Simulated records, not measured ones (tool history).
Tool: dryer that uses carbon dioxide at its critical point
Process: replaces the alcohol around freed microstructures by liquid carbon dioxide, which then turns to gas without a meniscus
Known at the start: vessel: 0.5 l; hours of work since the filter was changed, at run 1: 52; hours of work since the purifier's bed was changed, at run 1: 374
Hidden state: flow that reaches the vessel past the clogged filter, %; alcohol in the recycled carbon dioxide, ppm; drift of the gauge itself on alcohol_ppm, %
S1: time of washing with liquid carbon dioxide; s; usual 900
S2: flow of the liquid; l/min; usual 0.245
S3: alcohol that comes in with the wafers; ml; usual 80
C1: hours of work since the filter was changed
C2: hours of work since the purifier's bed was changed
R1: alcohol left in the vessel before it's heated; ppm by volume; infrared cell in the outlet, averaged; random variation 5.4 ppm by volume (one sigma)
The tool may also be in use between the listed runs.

{"run": 1, "day": 0.0, "S1": 900, "S2": 0.245, "S3": 80, "C1": 52, "C2": 374, "R1": 171}
{"run": 2, "day": 0.754, "S1": 900, "S2": 0.245, "S3": 31, "C1": 65, "C2": 388, "R1": 74}
{"run": 3, "day": 1.404, "S1": 900, "S2": 0.245, "S3": 31, "C1": 76, "C2": 399, "R1": 95}
{"run": 4, "day": 1.842, "S1": 900, "S2": 0.245, "S3": 31, "C1": 84, "C2": 407, "R1": 91}
{"run": 5, "day": 2.629, "S1": 900, "S2": 0.245, "S3": 31, "C1": 98, "C2": 421, "R1": 85}
{"run": 6, "day": 3.1, "S1": 900, "S2": 0.245, "S3": 70, "C1": 107, "C2": 429, "R1": 176}
{"run": 7, "day": 3.675, "S1": 900, "S2": 0.245, "S3": 80, "C1": 117, "C2": 440, "R1": 202}
{"run": 8, "day": 4.196, "S1": 900, "S2": 0.245, "S3": 80, "C1": 126, "C2": 449, "R1": 209}
{"run": 9, "day": 4.9, "S1": 1020, "S2": 0.245, "S3": 80, "C1": 139, "C2": 461, "R1": 86}
{"run": 10, "day": 5.442, "S1": 900, "S2": 0.245, "S3": 80, "C1": 148, "C2": 471, "R1": 212}
{"run": 11, "day": 5.867, "S1": 900, "S2": 0.245, "S3": 80, "C1": 156, "C2": 479, "R1": 223}
{"run": 12, "day": 6.35, "S1": 900, "S2": 0.245, "S3": 80, "C1": 164, "C2": 487, "R1": 235}
{"run": 13, "day": 6.825, "S1": 900, "S2": 0.245, "S3": 80, "C1": 173, "C2": 496, "R1": 234}
{"run": 14, "day": 7.225, "S1": 900, "S2": 0.245, "S3": 80, "C1": 180, "C2": 503, "R1": 236}
{"run": 15, "day": 7.804, "S1": 840, "S2": 0.159, "S3": 32, "C1": 190, "C2": 513, "R1": 1132}
{"run": 16, "day": 8.142, "S1": 960, "S2": 0.236, "S3": 32, "C1": 196, "C2": 519, "R1": 95}
{"run": 17, "day": 8.688, "S1": 1020, "S2": 0.336, "S3": 32, "C1": 206, "C2": 529, "R1": 29}
{"run": 18, "day": 9.1, "S1": 1020, "S2": 0.336, "S3": 32, "C1": 213, "C2": 536, "R1": 25}
{"run": 19, "day": 9.842, "S1": 1020, "S2": 0.336, "S3": 32, "C1": 227, "C2": 549, "R1": 25}
{"run": 20, "day": 10.579, "S1": 1020, "S2": 0.336, "S3": 32, "C1": 240, "C2": 562, "R1": 28}
{"run": 21, "day": 11.25, "S1": 1020, "S2": 0.336, "S3": 32, "C1": 252, "C2": 574, "R1": 34}
{"run": 22, "day": 11.654, "S1": 1020, "S2": 0.336, "S3": 32, "C1": 259, "C2": 582, "R1": 26}
{"run": 23, "day": 12.371, "S1": 1080, "S2": 0.38, "S3": 101, "C1": 272, "C2": 594, "R1": 28}
{"run": 24, "day": 12.833, "S1": 1080, "S2": 0.38, "S3": 101, "C1": 280, "C2": 603, "R1": 27}
{"run": 25, "day": 13.408, "S1": 1080, "S2": 0.38, "S3": 101, "C1": 290, "C2": 613, "R1": 38}
{"day": 13.742, "done": "inlet filter changed"}
{"run": 26, "day": 13.842, "S1": 1080, "S2": 0.38, "S3": 101, "C1": 2, "C2": 620, "R1": 35}

Forecast each of these 3 alternatives for the next run:
{"run": "A", "day": 14.542, "S1": 1320, "S2": 0.245, "S3": 80, "C1": 14, "C2": 632, "R1": "?"}
{"run": "B", "day": 14.542, "S1": 1080, "S2": 0.199, "S3": 51, "C1": 14, "C2": 632, "R1": "?"}
{"run": "C", "day": 14.542, "S1": 1080, "S2": 0.38, "S3": 71, "C1": 14, "C2": 632, "R1": "?"}

run=A R1=33
run=B R1=129
run=C R1=35
Without the tool's hidden state the same runs would have given:
run=A R1=9
run=B R1=101
run=C R1=11
